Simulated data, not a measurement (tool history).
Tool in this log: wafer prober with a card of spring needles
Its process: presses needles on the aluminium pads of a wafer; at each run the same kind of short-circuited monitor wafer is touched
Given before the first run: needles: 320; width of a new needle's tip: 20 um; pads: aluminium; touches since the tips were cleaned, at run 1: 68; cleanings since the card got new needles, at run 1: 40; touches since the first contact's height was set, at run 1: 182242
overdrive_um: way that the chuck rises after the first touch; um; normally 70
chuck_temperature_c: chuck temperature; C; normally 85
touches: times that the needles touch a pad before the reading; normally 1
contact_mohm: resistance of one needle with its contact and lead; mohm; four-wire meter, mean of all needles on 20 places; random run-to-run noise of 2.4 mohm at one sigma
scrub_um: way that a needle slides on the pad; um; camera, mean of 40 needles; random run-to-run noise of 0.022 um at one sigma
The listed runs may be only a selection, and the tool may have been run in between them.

| run | hour | overdrive_um | chuck_temperature_c | touches | touches since the tips were cleaned | cleanings since the card got new needles | touches since the first contact's height was set | contact_mohm | scrub_um |
|---|---|---|---|---|---|---|---|---|---|
| 1 | 0 | 70 | 85 | 1 | 68 | 40 | 182242 | 277 | 13.22 |
|  | 22.9 | tips cleaned on abrasive film |
| 2 | 39 | 70 | 85 | 1 | 6177 | 41 | 197132 | 312 | 13.26 |
|  | 48.2 | tips cleaned on abrasive film |
|  | 71.3 | tips cleaned on abrasive film |
|  | 95.5 | tips cleaned on abrasive film |
| 3 | 95.5 | 70 | 46 | 1 | 0 | 44 | 218604 | 265 | 13.15 |
|  | 120.4 | tips cleaned on abrasive film |
|  | 120.7 | height of the first contact set anew |
| 4 | 135.2 | 70 | 46 | 1 | 5515 | 45 | 5515 | 301 | 13.51 |
|  | 148.3 | tips cleaned on abrasive film |
|  | 172.9 | tips cleaned on abrasive film |
| 5 | 189.7 | 70 | 46 | 1 | 6407 | 47 | 26271 | 307 | 13.49 |
|  | 196.2 | tips cleaned on abrasive film |
|  | 223 | tips cleaned on abrasive film |
| 6 | 224.2 | 70 | 46 | 1 | 458 | 49 | 39388 | 270 | 13.47 |
|  | 246.1 | tips cleaned on abrasive film |
| 7 | 264 | 70 | 46 | 1 | 6844 | 50 | 54595 | 309 | 13.48 |
|  | 272.5 | tips cleaned on abrasive film |
|  | 297.9 | tips cleaned on abrasive film |
| 8 | 301.9 | 70 | 46 | 1 | 1536 | 52 | 68989 | 281 | 13.41 |
|  | 322.1 | tips cleaned on abrasive film |
| 9 | 340.4 | 70 | 85 | 1 | 6999 | 53 | 83672 | 316 | 13.42 |
|  | 347.2 | tips cleaned on abrasive film |
|  | 372.4 | tips cleaned on abrasive film |
| 10 | 383 | 70 | 85 | 1 | 4049 | 55 | 99880 | 311 | 13.38 |
|  | 395.8 | tips cleaned on abrasive film |
|  | 423.9 | tips cleaned on abrasive film |
| 11 | 434.1 | 70 | 85 | 1 | 3881 | 57 | 119331 | 308 | 13.36 |
|  | 449.6 | tips cleaned on abrasive film |
| 12 | 472.4 | 70 | 85 | 1 | 8718 | 58 | 133947 | 318 | 13.33 |
|  | 476.2 | tips cleaned on abrasive film |
|  | 502.9 | tips cleaned on abrasive film |
| 13 | 513.9 | 70 | 85 | 1 | 4209 | 60 | 149723 | 312 | 13.28 |
|  | 526.4 | tips cleaned on abrasive film |
| 14 | 545.8 | 70 | 85 | 1 | 7415 | 61 | 161886 | 318 | 13.24 |
|  | 551 | tips cleaned on abrasive film |
|  | 578.7 | tips cleaned on abrasive film |
| 15 | 584.9 | 70 | 79 | 1 | 2373 | 63 | 176760 | 304 | 13.24 |
|  | 605.5 | tips cleaned on abrasive film |
|  | 630.5 | tips cleaned on abrasive film |
| 16 | 638.7 | 84 | 85 | 1 | 3155 | 65 | 197264 | 292 | 15.93 |
|  | 657.4 | tips cleaned on abrasive film |
| 17 | 678.6 | 88 | 85 | 2 | 8100 | 66 | 212464 | 282 | 16.65 |
|  | 682.6 | tips cleaned on abrasive film |
|  | 707.5 | tips cleaned on abrasive film |
|  | 718.8 | height of the first contact set anew |
|  | 732.7 | tips cleaned on abrasive film |
| 18 | 736.5 | 70 | 85 | 1 | 1446 | 69 | 6718 | 299 | 13.47 |
|  | 757.6 | tips cleaned on abrasive film |
| 19 | 778.9 | 65 | 38 | 2 | 8121 | 70 | 22898 | 293 | 12.49 |
|  | 781.9 | tips cleaned on abrasive film |
|  | 807.1 | tips cleaned on abrasive film |
| 20 | 815.3 | 65 | 38 | 2 | 3130 | 72 | 36745 | 286 | 12.49 |
|  | 831.4 | tips cleaned on abrasive film |
| 21 | 841.8 | 79 | 31 | 2 | 4001 | 73 | 46857 | 273 | 15.19 |
|  | 857.3 | tips cleaned on abrasive film |
| 22 | 880.1 | 79 | 37 | 2 | 8712 | 74 | 61433 | 282 | 15.15 |
|  | 884.6 | tips cleaned on abrasive film |
|  | 909.1 | tips cleaned on abrasive film |
| 23 | 921.8 | 79 | 47 | 2 | 4855 | 76 | 77294 | 280 | 15.12 |
|  | 934.8 | tips cleaned on abrasive film |
| 24 | 950.8 | 70 | 69 | 1 | 6102 | 77 | 88346 | 316 | 13.38 |
|  | 958.8 | tips cleaned on abrasive film |
| 25 | 981.6 | 70 | 69 | 1 | 8730 | 78 | 100090 | 313 | 13.34 |
|  | 986.5 | tips cleaned on abrasive film |
|  | 1010.4 | tips cleaned on abrasive film |
| 26 | 1021.5 | 59 | 37 | 2 | 4222 | 80 | 115265 | 293 | 11.23 |
|  | 1034.3 | tips cleaned on abrasive film |
|  | 1059.6 | tips cleaned on abrasive film |
| 27 | 1059.6 | 64 | 81 | 2 | 0 | 82 | 129769 | 275 | 12.14 |
|  | 1085.4 | tips cleaned on abrasive film |
| 28 | 1089.2 | 64 | 81 | 2 | 1440 | 83 | 141037 | 291 | 12.1 |
|  | 1113.4 | tips cleaned on abrasive film |
| 29 | 1125.8 | 64 | 81 | 2 | 4735 | 84 | 154984 | 304 | 12.08 |
|  | 1139.6 | tips cleaned on abrasive film |
|  | 1163.9 | tips cleaned on abrasive film |
| 30 | 1174.1 | 64 | 81 | 2 | 3913 | 86 | 173389 | 303 | 12.07 |

Below, some changes in contact_mohm between adjacent runs. For each, the amount present without the hidden state too (settings, incoming material, random variation) and the amount remaining for the hidden state with gauge scatter not shared by both compared results:
The tool's hidden condition here consists of: debris on the tips, nm; way that the needles fall short of the set height, um; tips' diameter, um; drift of the gauge itself on contact_mohm, %; drift of the gauge itself on scrub_um, %.
Run 2 -> 3: chuck_temperature_c 85 -> 46, tips cleaned on abrasive film, tips cleaned on abrasive film, tips cleaned on abrasive film. contact_mohm -47 mohm: hidden state -40, all else -7.
Run 3 -> 4: tips cleaned on abrasive film, height of the first contact set anew. contact_mohm +36 mohm: hidden state +40, all else -4.
Run 5 -> 6: tips cleaned on abrasive film, tips cleaned on abrasive film. contact_mohm -37 mohm: hidden state -37, all else +0.
Run 6 -> 7: tips cleaned on abrasive film. contact_mohm +39 mohm: hidden state +38, all else +1.

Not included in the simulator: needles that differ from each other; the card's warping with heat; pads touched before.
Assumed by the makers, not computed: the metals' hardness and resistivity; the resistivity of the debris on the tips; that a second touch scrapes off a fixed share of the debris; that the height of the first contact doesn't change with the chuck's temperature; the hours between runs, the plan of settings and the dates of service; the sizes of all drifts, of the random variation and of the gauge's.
